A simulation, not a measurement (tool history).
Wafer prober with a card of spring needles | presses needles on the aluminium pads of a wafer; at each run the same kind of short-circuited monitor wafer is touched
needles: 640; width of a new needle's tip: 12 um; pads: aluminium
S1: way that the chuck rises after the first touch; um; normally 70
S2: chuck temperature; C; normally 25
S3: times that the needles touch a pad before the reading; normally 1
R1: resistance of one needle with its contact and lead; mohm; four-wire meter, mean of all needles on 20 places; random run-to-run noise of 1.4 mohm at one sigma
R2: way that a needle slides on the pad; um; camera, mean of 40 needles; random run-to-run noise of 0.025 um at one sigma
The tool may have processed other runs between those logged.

run,day,S1,S2,S3,R1,R2
1,0.000,70,25,1,117,14.92
# day 0.479: tips cleaned on abrasive film
2,1.879,70,25,1,117,14.91
# day 2.442: tips cleaned on abrasive film
3,3.288,70,25,1,121,14.94
# day 4.304: tips cleaned on abrasive film
4,4.775,61,25,1,119,13.03
5,5.917,61,25,1,121,12.98
# day 6.154: tips cleaned on abrasive film
# day 8.067: tips cleaned on abrasive film
6,8.258,61,25,1,120,13.07
# day 9.846: tips cleaned on abrasive film
7,10.775,59,25,1,119,12.61
# day 11.696: tips cleaned on abrasive film
8,11.925,59,25,1,120,12.64
9,13.083,59,25,1,121,12.63
# day 13.475: tips cleaned on abrasive film
10,14.367,70,25,1,117,15.04
# day 15.279: tips cleaned on abrasive film
11,16.442,70,25,1,119,15.00
# day 17.162: tips cleaned on abrasive film
12,18.904,70,25,1,117,15.01
# day 19.033: tips cleaned on abrasive film
13,19.983,70,25,3,119,15.03
# day 20.892: tips cleaned on abrasive film
14,22.392,70,25,2,120,15.05
# day 22.688: tips cleaned on abrasive film
15,23.804,70,25,2,118,15.04
# day 24.496: tips cleaned on abrasive film
16,24.996,70,25,1,119,15.08
# day 26.271: tips cleaned on abrasive film
17,27.492,70,25,1,121,15.14
# day 28.046: tips cleaned on abrasive film
18,29.733,70,25,1,120,15.09
# day 29.912: tips cleaned on abrasive film
# day 30.308: height of the first contact set anew
# day 31.696: tips cleaned on abrasive film
19,31.858,62,25,2,119,13.41
20,33.367,82,111,3,128,17.72
# day 33.600: tips cleaned on abrasive film
# day 35.488: tips cleaned on abrasive film
21,35.571,82,111,3,127,17.75
22,36.725,82,111,1,130,17.72
# day 37.462: tips cleaned on abrasive film
23,37.783,76,25,1,120,16.46
# day 39.329: tips cleaned on abrasive film
24,40.125,56,35,2,125,12.16
# day 41.217: tips cleaned on abrasive film
25,41.908,84,85,1,124,18.19
# day 43.038: tips cleaned on abrasive film
26,43.188,88,39,1,117,19.07
27,44.575,88,42,1,119,19.06
# day 44.904: tips cleaned on abrasive film
28,46.521,88,42,1,119,19.09
# day 46.738: tips cleaned on abrasive film
# day 48.542: tips cleaned on abrasive film
29,48.708,70,25,1,118,15.22
# day 50.433: tips cleaned on abrasive film
30,50.917,70,25,1,116,15.22
# day 52.308: tips cleaned on abrasive film
31,52.350,70,25,1,118,15.21
32,53.771,70,39,1,122,15.27

What if the next run were any one of these 3? Each begins from the tool's condition after run 32:
# day 54.096: tips cleaned on abrasive film
A,55.262,75,25,1,?,?
# day 54.096: tips cleaned on abrasive film
B,55.262,70,25,1,?,?
# day 54.096: tips cleaned on abrasive film
C,55.262,70,25,1,?,?

run,R1,R2
A,118,16.32
B,118,15.21
C,119,15.26
Take away the tool's hidden state, keep each run's random variation, and the runs would have read:
run,R1,R2
A,118,15.95
B,117,14.86
C,118,14.91
